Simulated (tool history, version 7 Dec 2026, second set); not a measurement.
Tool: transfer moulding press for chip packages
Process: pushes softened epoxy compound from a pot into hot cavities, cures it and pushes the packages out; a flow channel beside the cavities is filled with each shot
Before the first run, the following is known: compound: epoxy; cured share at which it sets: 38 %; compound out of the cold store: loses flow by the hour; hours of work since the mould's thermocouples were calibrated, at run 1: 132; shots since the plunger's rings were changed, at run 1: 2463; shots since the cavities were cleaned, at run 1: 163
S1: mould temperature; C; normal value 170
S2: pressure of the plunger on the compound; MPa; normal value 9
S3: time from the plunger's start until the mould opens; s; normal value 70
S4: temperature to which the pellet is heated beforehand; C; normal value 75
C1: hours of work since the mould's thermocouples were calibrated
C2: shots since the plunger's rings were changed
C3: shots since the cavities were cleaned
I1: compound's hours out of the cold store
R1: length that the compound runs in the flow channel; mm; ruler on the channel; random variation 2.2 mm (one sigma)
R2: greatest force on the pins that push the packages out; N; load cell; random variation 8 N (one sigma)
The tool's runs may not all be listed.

run,hour,S1,S2,S3,S4,C1,C2,C3,I1,R1,R2
1,0,170,9,70,75,132,2463,163,25.6,605,356
2,30.7,170,9,70,75,152,2912,612,25.4,609,366
# hour 44.8: cavities cleaned with cleaning compound and waxed
3,65.1,170,9,70,75,173,3395,297,20.7,616,346
# hour 102: cavities cleaned with cleaning compound and waxed
4,103.8,170,9,70,75,197,3940,27,32.6,593,356
# hour 110.5: plunger's sealing rings changed
5,132.9,170,9,70,75,214,329,417,11.6,635,380
6,150.7,170,9.34,70,75,225,589,677,15.5,640,373
# hour 160.1: cavities cleaned with cleaning compound and waxed
7,194.5,170,9.34,70,75,252,1209,504,26.6,620,363
# hour 214: cavities cleaned with cleaning compound and waxed
8,233.6,170,9.34,70,75,276,1759,287,47.1,575,357
# hour 269.7: cavities cleaned with cleaning compound and waxed
9,271.9,173,9,70,75,300,2298,32,40.9,572,319
10,289.6,173,9,70,75,311,2558,292,16.5,620,337
# hour 324: cavities cleaned with cleaning compound and waxed
11,333.6,173,9,70,66,338,3181,142,21.4,611,326
12,352.3,170,9,106,75,350,3455,416,38.8,581,275
# hour 379.9: cavities cleaned with cleaning compound and waxed
13,386.9,170,9,106,75,371,3939,102,37.9,585,285
# hour 396.8: plunger's sealing rings changed
14,417.5,170,9,106,75,389,302,513,39.1,585,275
# hour 437.9: cavities cleaned with cleaning compound and waxed
15,451.7,170,7.04,100,73,410,782,203,16.8,555,281
# hour 492.4: cavities cleaned with cleaning compound and waxed
16,496.1,170,9,57,75,437,1411,55,24.8,613,559
17,533.9,170,9,57,75,461,1964,608,39.6,580,515
# hour 547.4: cavities cleaned with cleaning compound and waxed
18,559.7,170,9,57,75,477,2319,179,33.1,594,532
19,599.2,175,10.7,70,75,502,2899,759,33.6,631,314
# hour 602.9: cavities cleaned with cleaning compound and waxed
20,643.1,167,8.11,69,83,529,3520,589,23.2,589,427
# hour 657.4: cavities cleaned with cleaning compound and waxed
21,669.7,167,8.11,69,83,545,3888,181,38.6,559,429
# hour 679.5: plunger's sealing rings changed
22,692.7,167,8.11,69,83,558,193,481,33,574,413
# hour 715: cavities cleaned with cleaning compound and waxed
23,725,165,9,72,75,578,644,147,9.7,656,456
24,754.6,165,9,54,70,597,1077,580,30.1,616,859
# hour 768.8: cavities cleaned with cleaning compound and waxed
25,780.4,165,9,54,70,612,1433,169,22.2,628,869
26,818,175,7.37,105,66,636,1984,720,27.4,535,295
# hour 825.4: cavities cleaned with cleaning compound and waxed
27,852.1,175,9.55,70,75,657,2462,392,8.4,648,300
# hour 880.1: cavities cleaned with cleaning compound and waxed
28,893.7,163,7.38,81,67,683,3048,199,33.4,557,420

What if the next run were any one of these 3? Each begins from the tool's condition after run 28:
# hour 907.2: mould's thermocouples calibrated
# hour 936.4: cavities cleaned with cleaning compound and waxed
A,936.9,170,9,86,72,18,3630,6,22,?,?
# hour 907.2: mould's thermocouples calibrated
# hour 936.4: cavities cleaned with cleaning compound and waxed
B,936.9,170,9,95,75,18,3630,6,12.1,?,?
# hour 907.2: mould's thermocouples calibrated
# hour 936.4: cavities cleaned with cleaning compound and waxed
C,936.9,164,7.38,92,67,18,3630,6,38.5,?,?

run,R1,R2
A,614,300
B,637,289
C,543,337
The same runs, with their run-to-run variation unchanged, on a tool lacking any hidden condition would have given:
run,R1,R2
A,615,300
B,638,289
C,544,337

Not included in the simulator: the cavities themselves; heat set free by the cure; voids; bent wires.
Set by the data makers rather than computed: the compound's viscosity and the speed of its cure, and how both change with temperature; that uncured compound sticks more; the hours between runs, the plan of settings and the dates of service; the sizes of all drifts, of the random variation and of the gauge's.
